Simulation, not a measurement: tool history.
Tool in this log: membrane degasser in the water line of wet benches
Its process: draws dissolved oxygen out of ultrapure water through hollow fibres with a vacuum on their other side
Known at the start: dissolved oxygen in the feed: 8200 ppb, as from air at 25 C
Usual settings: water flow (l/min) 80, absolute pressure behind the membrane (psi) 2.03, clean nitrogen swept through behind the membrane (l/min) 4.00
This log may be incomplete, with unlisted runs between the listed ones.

run,hour,water flow (l/min),absolute pressure behind the membrane (psi),clean nitrogen swept through behind the membrane (l/min),dissolved oxygen in the water behind the degasser (ppb),pressure that the water loses in the fibres (psi)
1,0.0,80,2.03,4.00,491.8,8.121
2,53.3,80,2.03,4.00,495.7,8.193
3,87.0,64,2.03,4.00,394.0,6.524
4,145.1,64,2.03,4.00,394.9,6.575
5,187.9,64,2.03,4.00,395.7,6.525
6,246.0,64,2.03,4.00,396.5,6.540
7,300.0,80,2.03,4.00,494.0,8.228
8,345.5,60,4.50,4.00,879.7,6.186
9,406.6,54,3.55,4.00,629.0,5.553
10,467.8,128,2.05,4.00,796.0,13.175
11,537.1,128,1.41,3.03,640.9,13.172
12,585.4,128,1.41,3.03,642.2,13.132
13,660.1,61,1.41,2.80,319.8,6.284

Measured result minus the same run's result without the hidden state. Both carry the same run-to-run variation, though not necessarily the same gauge scatter:
Hidden state at play: membrane still open, %; true pressure behind the membrane over the reading, kPa; air that leaks in behind the membrane, l/min; drift of the gauge itself on oxygen_ppb, %; drift of the gauge itself on loss_of_pressure_kpa, %.
run,dissolved oxygen in the water behind the degasser (ppb),pressure that the water loses in the fibres (psi)
1,+3.8,+0.033
2,+4.1,+0.036
3,+3.5,+0.030
4,+3.6,+0.032
5,+3.7,+0.035
6,+3.8,+0.038
7,+4.7,+0.049
8,+5.1,+0.038
9,+4.6,+0.036
10,+7.9,+0.093
11,+9.3,+0.099
12,+9.7,+0.103
13,+5.0,+0.054

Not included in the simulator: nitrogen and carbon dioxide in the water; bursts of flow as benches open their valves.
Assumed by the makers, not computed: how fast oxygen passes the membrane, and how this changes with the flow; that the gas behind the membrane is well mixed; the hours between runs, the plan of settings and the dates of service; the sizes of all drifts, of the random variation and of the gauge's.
